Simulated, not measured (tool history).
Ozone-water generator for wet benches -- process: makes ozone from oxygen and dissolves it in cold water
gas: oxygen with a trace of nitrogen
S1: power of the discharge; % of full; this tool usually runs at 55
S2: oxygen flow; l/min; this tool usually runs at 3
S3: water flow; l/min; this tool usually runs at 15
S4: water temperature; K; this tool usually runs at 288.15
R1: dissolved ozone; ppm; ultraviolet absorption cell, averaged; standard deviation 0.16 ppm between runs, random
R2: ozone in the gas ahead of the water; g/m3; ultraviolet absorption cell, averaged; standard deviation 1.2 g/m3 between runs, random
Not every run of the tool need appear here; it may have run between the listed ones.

Run 1, hour 0: usual settings. Result: R1 20.1 ppm, R2 211.5 g/m3.
Run 2, hour 51.2: usual settings. Result: R1 20.2 ppm, R2 210.5 g/m3.
Run 3, hour 75.3: usual settings. Result: R1 20 ppm, R2 209.8 g/m3.
Run 4, hour 114.3: usual settings. Result: R1 20 ppm, R2 211.4 g/m3.
Run 5, hour 145.2: usual settings but S2 2.12 l/min. Result: R1 18.3 ppm, R2 246.8 g/m3.
Run 6, hour 170.6: usual settings but S1 60 % of full, S2 2.12 l/min. Result: R1 19.7 ppm, R2 265.5 g/m3.
Run 7, hour 206.1: usual settings but S1 60 % of full, S2 2.12 l/min. Result: R1 19.8 ppm, R2 262.8 g/m3.
Run 8, hour 230.9: usual settings but S3 19 l/min. Result: R1 16 ppm, R2 210 g/m3.
Run 9, hour 259.9: usual settings but S2 2.67 l/min. Result: R1 19.3 ppm, R2 220.9 g/m3.
Run 10, hour 302.9: usual settings but S2 2.48 l/min. Result: R1 19 ppm, R2 229.2 g/m3.
Run 11, hour 334.4: usual settings but S1 72 % of full, S2 3.29 l/min, S3 14 l/min. Result: R1 26.6 ppm, R2 249.6 g/m3.
Run 12, hour 377.5: usual settings but S1 72 % of full, S2 1.84 l/min, S3 14 l/min, S4 293.15 K. Result: R1 22.5 ppm, R2 328.7 g/m3.
Run 13, hour 416.1: usual settings but S1 93 % of full, S2 2.01 l/min, S3 20 l/min. Result: R1 21.1 ppm, R2 387.7 g/m3.
Run 14, hour 461.4: usual settings but S1 93 % of full, S2 2.01 l/min, S3 20 l/min. Result: R1 21.1 ppm, R2 383.5 g/m3.
Run 15, hour 497.8: usual settings but S1 98 % of full, S3 21 l/min. Result: R1 23.3 ppm, R2 334.1 g/m3.
Run 16, hour 527.4: usual settings but S1 50 % of full, S3 12 l/min. Result: R1 21.8 ppm, R2 191.5 g/m3.
Run 17, hour 581.2: usual settings but S1 41 % of full, S3 10 l/min. Result: R1 20.7 ppm, R2 161.4 g/m3.
Run 18, hour 613.4: usual settings but S1 92 % of full. Result: R1 29.7 ppm, R2 316.7 g/m3.
Run 19, hour 653.1: usual settings but S1 92 % of full. Result: R1 29.9 ppm, R2 313 g/m3.

Predict each of these 5 candidate next runs independently; none follows another, all start after run 19:
Run A, hour 684.2: usual settings but S1 78 % of full, S2 4.01 l/min. Result: R1 ?, R2 ?.
Run B, hour 684.2: usual settings but S1 92 % of full, S2 2.04 l/min, S3 17 l/min. Result: R1 ?, R2 ?.
Run C, hour 684.2: usual settings but S1 90 % of full, S2 2.74 l/min, S3 22 l/min. Result: R1 ?, R2 ?.
Run D, hour 684.2: usual settings but S1 56 % of full, S2 3.1 l/min. Result: R1 ?, R2 ?.
Run E, hour 684.2: usual settings but S1 51 % of full, S2 4.02 l/min, S4 294.15 K. Result: R1 ?, R2 ?.

run    R1     R2
  A  27.1  243.1
  B  24.4  377.4
  C  20.4    322
  D  19.9  208.1
  E  17.4  170.7
Stripped of hidden state, with their random variation kept, the same runs would have yielded:
run    R1     R2
  A  30.3  264.9
  B  27.6  415.5
  C  23.1    354
  D  21.8  221.7
  E    19  180.7
